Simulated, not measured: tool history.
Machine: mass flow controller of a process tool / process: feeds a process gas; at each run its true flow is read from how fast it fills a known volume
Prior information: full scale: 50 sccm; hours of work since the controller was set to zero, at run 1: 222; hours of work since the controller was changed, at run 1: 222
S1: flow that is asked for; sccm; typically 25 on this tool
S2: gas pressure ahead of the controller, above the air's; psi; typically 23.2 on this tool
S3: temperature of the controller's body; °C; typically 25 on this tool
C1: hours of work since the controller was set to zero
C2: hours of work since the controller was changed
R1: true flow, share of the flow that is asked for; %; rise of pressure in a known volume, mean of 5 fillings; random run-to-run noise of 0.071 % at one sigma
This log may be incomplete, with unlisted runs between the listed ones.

| run | hour | S1 | S2 | S3 | C1 | C2 | R1 |
|---|---|---|---|---|---|---|---|
| 1 | 0 | 25 | 23.2 | 25 | 222 | 222 | 99.83 |
| 2 | 460 | 25 | 23.2 | 25 | 374 | 374 | 99.92 |
| 3 | 904.6 | 25 | 23.2 | 25 | 521 | 521 | 99.88 |
| 4 | 1117.4 | 25 | 23.2 | 25 | 591 | 591 | 100.05 |
| 5 | 1328.2 | 25 | 23.2 | 25 | 661 | 661 | 100.16 |
| 6 | 1572.3 | 25 | 23.2 | 25 | 742 | 742 | 100.2 |
| 7 | 1993.5 | 7 | 23.2 | 25 | 881 | 881 | 100.59 |
| 8 | 2442.6 | 25 | 20.9 | 21 | 1029 | 1029 | 100.57 |
| 9 | 2718.1 | 28 | 33.6 | 28 | 1120 | 1120 | 99.69 |
| 10 | 2961.9 | 15 | 39.5 | 28 | 1201 | 1201 | 99.42 |
| 11 | 3412.9 | 15 | 39.5 | 28 | 1350 | 1350 | 99.45 |

Here are 4 independent what-if runs from the current tool condition. What would each one return?
| A | 3764.3 | 15 | 30.2 | 25 | 1466 | 1466 | ? |
| B | 3764.3 | 22 | 23.1 | 20 | 1466 | 1466 | ? |
| C | 3764.3 | 12 | 22 | 23 | 1466 | 1466 | ? |
| D | 3764.3 | 15 | 31.8 | 38 | 1466 | 1466 | ? |

| run | R1 |
|---|---|
| A | 100.35 |
| B | 100.9 |
| C | 100.98 |
| D | 99.39 |
What these runs would have given with no unlogged condition in the tool:
| run | R1 |
|---|---|
| A | 99.21 |
| B | 99.97 |
| C | 99.68 |
| D | 98.25 |
